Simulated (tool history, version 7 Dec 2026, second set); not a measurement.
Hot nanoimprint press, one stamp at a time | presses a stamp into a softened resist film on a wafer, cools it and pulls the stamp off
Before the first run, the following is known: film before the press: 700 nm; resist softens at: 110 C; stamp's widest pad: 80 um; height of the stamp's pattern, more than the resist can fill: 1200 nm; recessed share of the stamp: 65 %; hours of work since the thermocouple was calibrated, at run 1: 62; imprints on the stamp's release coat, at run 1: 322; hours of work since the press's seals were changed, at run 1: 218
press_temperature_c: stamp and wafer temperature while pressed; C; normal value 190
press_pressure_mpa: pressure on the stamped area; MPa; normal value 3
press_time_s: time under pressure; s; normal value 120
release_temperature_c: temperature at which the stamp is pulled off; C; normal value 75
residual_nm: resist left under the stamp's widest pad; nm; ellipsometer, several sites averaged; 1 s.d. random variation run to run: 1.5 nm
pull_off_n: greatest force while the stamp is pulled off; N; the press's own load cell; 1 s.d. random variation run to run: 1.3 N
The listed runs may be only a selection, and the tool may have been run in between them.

run,hour,press_temperature_c,press_pressure_mpa,press_time_s,release_temperature_c,hours of work since the thermocouple was calibrated,imprints on the stamp's release coat,hours of work since the press's seals were changed,residual_nm,pull_off_n
1,0,190,3,120,75,62,322,218,391.9,144
2,16.8,190,3,120,75,72,375,228,392.9,147
3,35.3,190,3,120,75,83,432,239,391.5,143
4,59.8,190,3,120,75,98,508,253,391.5,145
5,82.6,190,3,120,75,111,578,267,388.5,145
6,107.1,190,3,120,75,126,654,281,389.8,143
7,124.3,190,3,120,75,136,707,292,390.8,145
8,144.8,190,3,120,75,148,770,304,390.4,145
9,156.9,190,3.33,120,75,155,808,311,375.2,144
10,177.2,190,3.33,120,75,167,871,323,373.3,144
11,195.7,190,3.12,120,75,178,928,334,382.6,146
# hour 214.7: stamp cleaned and given a new release coat
12,219.6,190,3.12,120,75,189,15,345,383.2,143
13,246.3,190,4.76,120,75,205,98,360,314.7,144
14,268.1,190,4.76,120,75,218,166,373,312.7,142
15,281.6,190,4.76,120,75,226,207,381,313.9,146
16,301.1,190,4.76,120,75,237,267,393,313,144
17,316.3,190,1.82,90,75,246,315,402,511,144
18,329.1,190,3.45,90,75,254,354,410,398.3,143
19,346.5,190,3.45,90,75,264,408,420,403.1,145

Run 20, settings as shown, results not yet in. Your forecast:
20,366.7,190,3.45,90,75,276,470,432,?,?

{"run 20": {"residual_nm": 399.3, "pull_off_n": 143}}
Were there no unlogged condition in the tool, this run, its random variation unchanged, would have produced residual_nm 399.6 nm, pull_off_n 143 N.
